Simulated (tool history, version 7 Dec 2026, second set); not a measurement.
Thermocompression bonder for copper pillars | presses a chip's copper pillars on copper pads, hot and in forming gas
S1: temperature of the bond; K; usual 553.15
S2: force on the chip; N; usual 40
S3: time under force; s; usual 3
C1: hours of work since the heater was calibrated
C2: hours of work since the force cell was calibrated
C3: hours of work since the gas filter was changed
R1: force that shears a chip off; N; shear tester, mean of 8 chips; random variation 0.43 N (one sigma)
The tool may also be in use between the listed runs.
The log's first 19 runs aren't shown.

{"run": 20, "hour": 224.8, "S1": 553.15, "S2": 24, "S3": 4, "C1": 468, "C2": 390, "C3": 17, "R1": 44.2}
{"run": 21, "hour": 237.1, "S1": 553.15, "S2": 24, "S3": 4, "C1": 474, "C2": 396, "C3": 23, "R1": 44.8}
{"run": 22, "hour": 247.2, "S1": 549.15, "S2": 39, "S3": 3, "C1": 479, "C2": 401, "C3": 28, "R1": 57.7}
{"run": 23, "hour": 257.1, "S1": 549.15, "S2": 39, "S3": 3, "C1": 483, "C2": 405, "C3": 33, "R1": 58.7}
{"run": 24, "hour": 268.6, "S1": 549.15, "S2": 39, "S3": 3, "C1": 489, "C2": 411, "C3": 38, "R1": 58.4}
{"run": 25, "hour": 282.8, "S1": 549.15, "S2": 39, "S3": 3, "C1": 496, "C2": 418, "C3": 45, "R1": 58.7}
{"run": 26, "hour": 289.9, "S1": 553.15, "S2": 51, "S3": 5, "C1": 499, "C2": 421, "C3": 49, "R1": 74.8}
{"hour": 293.1, "done": "heater calibrated with a thermocouple chip"}
{"run": 27, "hour": 303.5, "S1": 581.15, "S2": 49, "S3": 5, "C1": 5, "C2": 427, "C3": 54, "R1": 79.3}
{"run": 28, "hour": 311.0, "S1": 555.15, "S2": 30, "S3": 3, "C1": 9, "C2": 431, "C3": 58, "R1": 51.6}
{"run": 29, "hour": 318.7, "S1": 569.15, "S2": 46, "S3": 3, "C1": 13, "C2": 435, "C3": 62, "R1": 72.9}
{"hour": 329.5, "done": "heater calibrated with a thermocouple chip, once more"}
{"run": 30, "hour": 334.8, "S1": 565.15, "S2": 46, "S3": 3, "C1": 3, "C2": 442, "C3": 69, "R1": 68.5}
{"run": 31, "hour": 342.4, "S1": 553.15, "S2": 57, "S3": 9, "C1": 6, "C2": 445, "C3": 73, "R1": 79.2}
{"run": 32, "hour": 353.3, "S1": 532.15, "S2": 29, "S3": 2, "C1": 12, "C2": 451, "C3": 78, "R1": 29.9}
{"run": 33, "hour": 363.2, "S1": 532.15, "S2": 28, "S3": 2, "C1": 16, "C2": 455, "C3": 83, "R1": 28.4}
{"run": 34, "hour": 374.1, "S1": 532.15, "S2": 34, "S3": 2, "C1": 22, "C2": 461, "C3": 88, "R1": 35.3}
{"run": 35, "hour": 382.3, "S1": 532.15, "S2": 34, "S3": 2, "C1": 26, "C2": 465, "C3": 92, "R1": 35.3}
{"run": 36, "hour": 390.1, "S1": 549.15, "S2": 40, "S3": 3, "C1": 30, "C2": 469, "C3": 96, "R1": 56.3}
{"run": 37, "hour": 402.7, "S1": 549.15, "S2": 40, "S3": 3, "C1": 36, "C2": 475, "C3": 102, "R1": 55.8}

Forecast each of these 5 alternatives for the next run:
{"run": "A", "hour": 408.7, "S1": 577.15, "S2": 40, "S3": 2, "C1": 39, "C2": 478, "C3": 105, "R1": "?"}
{"run": "B", "hour": 408.7, "S1": 565.15, "S2": 40, "S3": 8, "C1": 39, "C2": 478, "C3": 105, "R1": "?"}
{"run": "C", "hour": 408.7, "S1": 571.15, "S2": 35, "S3": 5, "C1": 39, "C2": 478, "C3": 105, "R1": "?"}
{"run": "D", "hour": 408.7, "S1": 567.15, "S2": 55, "S3": 2, "C1": 39, "C2": 478, "C3": 105, "R1": "?"}
{"run": "E", "hour": 408.7, "S1": 553.15, "S2": 29, "S3": 3, "C1": 39, "C2": 478, "C3": 105, "R1": "?"}

run=A R1=61.8
run=B R1=73.8
run=C R1=66.4
run=D R1=70.2
run=E R1=44.4
Without the tool's hidden state the same runs would have given:
run=A R1=63.3
run=B R1=75.1
run=C R1=67.8
run=D R1=71.6
run=E R1=45.8
